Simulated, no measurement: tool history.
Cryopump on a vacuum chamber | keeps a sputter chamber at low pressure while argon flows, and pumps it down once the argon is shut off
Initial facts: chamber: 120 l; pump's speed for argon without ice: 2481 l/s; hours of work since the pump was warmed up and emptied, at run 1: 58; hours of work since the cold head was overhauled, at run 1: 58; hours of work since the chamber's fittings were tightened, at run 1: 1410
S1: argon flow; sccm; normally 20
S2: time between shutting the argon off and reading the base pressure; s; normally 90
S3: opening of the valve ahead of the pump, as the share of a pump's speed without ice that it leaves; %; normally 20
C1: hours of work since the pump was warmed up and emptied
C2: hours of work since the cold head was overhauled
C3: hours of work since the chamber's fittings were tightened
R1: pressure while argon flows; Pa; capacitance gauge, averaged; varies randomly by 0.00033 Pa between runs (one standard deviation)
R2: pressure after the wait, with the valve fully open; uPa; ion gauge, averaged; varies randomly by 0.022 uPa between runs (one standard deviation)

run	hour	S1	S2	S3	C1	C2	C3	R1	R2
1	0.0	20	90	20	58	58	1410	0.0680	1.35
2	16.1	20	90	20	71	71	1422	0.0681	1.30
3	32.1	12	90	20	83	83	1434	0.0413	1.38
4	43.3	12	90	20	91	91	1442	0.0413	1.31
5	55.4	20	267	20	100	100	1451	0.0682	0.91
6	69.6	20	90	20	111	111	1462	0.0689	1.33
7	81.5	20	90	20	120	120	1471	0.0679	1.37
8	88.2	20	90	20	125	125	1476	0.0683	1.33
9	102.3	20	90	20	136	136	1487	0.0678	1.35
10	110.4	20	61	20	142	142	1493	0.0681	1.65
11	119.1	20	90	20	148	148	1500	0.0683	1.39
12	134.1	20	90	20	160	160	1511	0.0685	1.39
13	141.1	20	90	20	165	165	1516	0.0691	1.38
14	150.3	20	90	38	172	172	1523	0.0361	1.37
15	165.0	20	90	38	183	183	1534	0.0362	1.37
16	181.1	20	90	38	195	195	1547	0.0360	1.36
17	188.7	27	90	20	201	201	1552	0.0927	1.45
18	195.6	20	278	18	206	206	1557	0.0762	1.00
19	202.8	20	278	18	212	212	1563	0.0763	1.02
# hour 217.4: leaking fittings of the chamber tightened, without venting
20	220.3	20	90	48	223	223	2	0.0288	0.71
21	234.9	11	90	20	234	234	13	0.0378	0.72
22	244.4	16	23	28	242	242	20	0.0389	2.26
23	253.2	16	23	28	248	248	27	0.0399	2.24
24	264.9	16	23	28	257	257	36	0.0398	2.30
25	278.5	16	23	28	267	267	46	0.0396	2.33
26	291.1	16	23	28	277	277	56	0.0402	2.28
27	307.1	21	46	28	289	289	68	0.0517	1.27
28	314.3	21	46	28	295	295	73	0.0515	1.22
29	328.4	21	46	28	305	305	84	0.0521	1.22
30	340.4	20	80	21	314	314	93	0.0650	0.80
31	355.2	11	146	37	325	325	104	0.0204	0.54
32	369.6	20	72	53	336	336	115	0.0264	0.88
33	379.9	36	230	20	344	344	123	0.1241	0.44
34	390.9	36	228	41	352	352	131	0.0613	0.45

Selected run-to-run steps in R1, each split into two signed amounts: the part the tool would show with no hidden state at all (from settings, incoming material and random variation), and the remainder, which goes to the hidden state together with any gauge scatter not common to the measured and the hidden-state-free results:
What the log doesn't record here: pump's speed, % of a pump's without ice; cold plate's temperature, K; leak into the chamber, uPa l/s; drift of the gauge itself on working_pa, %; drift of the gauge itself on base_upa, %.
Run 16 -> 17: S1 20 -> 27, S3 38 -> 20. R1 +0.0567 Pa: hidden state +0.0001, all else +0.0566.
Run 30 -> 31: S1 20 -> 11, S2 80 -> 146, S3 21 -> 37. R1 -0.0446 Pa: hidden state -0.0003, all else -0.0443.
Run 31 -> 32: S1 11 -> 20, S2 146 -> 72, S3 37 -> 53. R1 +0.0060 Pa: hidden state +0.0003, all else +0.0057.
Run 32 -> 33: S1 20 -> 36, S2 72 -> 230, S3 53 -> 20. R1 +0.0977 Pa: hidden state +0.0006, all else +0.0971.
Run 33 -> 34: S2 230 -> 228, S3 20 -> 41. R1 -0.0628 Pa: hidden state +0.0001, all else -0.0629.
